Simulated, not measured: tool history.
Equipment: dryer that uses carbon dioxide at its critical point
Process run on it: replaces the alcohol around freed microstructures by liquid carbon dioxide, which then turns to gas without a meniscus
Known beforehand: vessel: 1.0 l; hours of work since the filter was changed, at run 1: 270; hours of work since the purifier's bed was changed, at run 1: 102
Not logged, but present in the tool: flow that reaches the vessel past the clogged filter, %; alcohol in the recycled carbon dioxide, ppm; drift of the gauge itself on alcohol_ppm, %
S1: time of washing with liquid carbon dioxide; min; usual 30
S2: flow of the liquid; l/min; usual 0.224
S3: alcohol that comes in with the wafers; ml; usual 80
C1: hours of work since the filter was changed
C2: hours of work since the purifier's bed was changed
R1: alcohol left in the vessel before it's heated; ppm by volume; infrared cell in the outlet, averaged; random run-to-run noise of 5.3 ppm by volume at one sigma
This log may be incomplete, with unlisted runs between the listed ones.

| run | hour | S1 | S2 | S3 | C1 | C2 | R1 |
|---|---|---|---|---|---|---|---|
| 1 | 0.0 | 30 | 0.224 | 80 | 270 | 102 | 310 |
| 2 | 7.3 | 30 | 0.224 | 21 | 274 | 105 | 126 |
| 3 | 12.8 | 30 | 0.224 | 21 | 276 | 108 | 131 |
| 4 | 20.5 | 30 | 0.176 | 80 | 279 | 111 | 976 |
| 5 | 27.4 | 30 | 0.224 | 80 | 282 | 114 | 327 |
| 6 | 35.0 | 30 | 0.138 | 80 | 286 | 117 | 2502 |
| 7 | 42.2 | 30 | 0.138 | 80 | 289 | 120 | 2522 |
| 8 | 47.7 | 30 | 0.138 | 80 | 291 | 123 | 2627 |
| 9 | 54.4 | 23 | 0.188 | 80 | 294 | 126 | 2170 |
| 10 | 62.3 | 34 | 0.326 | 80 | 298 | 129 | 81 |
| 11 | 67.1 | 28 | 0.303 | 80 | 300 | 131 | 127 |
| 12 | 76.1 | 28 | 0.303 | 80 | 304 | 135 | 133 |
| 13 | 81.0 | 28 | 0.303 | 80 | 306 | 137 | 133 |
| 14 | 90.1 | 35 | 0.215 | 94 | 310 | 141 | 259 |
| 15 | 95.4 | 26 | 0.324 | 80 | 312 | 144 | 138 |
| 16 | 104.7 | 20 | 0.224 | 80 | 316 | 148 | 1944 |

Consider 3 possible next runs. They are alternatives, not a sequence: every one starts from the tool as it was left by run 16. What does each give?
| A | 109.7 | 30 | 0.375 | 32 | 318 | 150 | ? |
| B | 109.7 | 29 | 0.362 | 80 | 318 | 150 | ? |
| C | 109.7 | 41 | 0.224 | 80 | 318 | 150 | ? |

| run | R1 |
|---|---|
| A | 84 |
| B | 84 |
| C | 113 |
What these runs would have given with no unlogged condition in the tool:
| run | R1 |
|---|---|
| A | 4 |
| B | 0 |
| C | 10 |
